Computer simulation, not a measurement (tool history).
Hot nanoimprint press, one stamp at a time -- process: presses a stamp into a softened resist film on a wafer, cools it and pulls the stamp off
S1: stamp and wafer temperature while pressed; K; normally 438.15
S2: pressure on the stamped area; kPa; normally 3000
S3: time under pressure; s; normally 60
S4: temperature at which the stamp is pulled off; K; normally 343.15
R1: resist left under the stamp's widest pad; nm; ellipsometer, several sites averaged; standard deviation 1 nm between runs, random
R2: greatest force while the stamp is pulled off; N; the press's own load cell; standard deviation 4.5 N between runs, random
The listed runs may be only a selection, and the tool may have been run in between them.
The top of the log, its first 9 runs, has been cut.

run,day,S1,S2,S3,S4,R1,R2
10,6.642,438.15,3000,60,343.15,137.5,251
11,7.129,438.15,3000,60,343.15,136.5,254
12,7.808,442.15,3000,60,343.15,111.0,258
# day 8.079: plate thermocouple calibrated, once more
13,8.783,442.15,3000,60,343.15,118.8,260
14,9.662,442.15,3000,60,343.15,118.4,254
15,10.567,442.15,3000,60,343.15,118.1,270
16,11.250,442.15,3000,60,343.15,118.4,263
17,11.838,442.15,3000,60,343.15,119.5,268

Expected results for the next run?
18,12.438,442.15,3080,60,344.15,?,?

For run 18 the tool returned R1 114.4 nm, R2 265 N.
If the tool had no hidden condition, the same run with the same run-to-run variation would have returned R1 114.7 nm, R2 214 N.

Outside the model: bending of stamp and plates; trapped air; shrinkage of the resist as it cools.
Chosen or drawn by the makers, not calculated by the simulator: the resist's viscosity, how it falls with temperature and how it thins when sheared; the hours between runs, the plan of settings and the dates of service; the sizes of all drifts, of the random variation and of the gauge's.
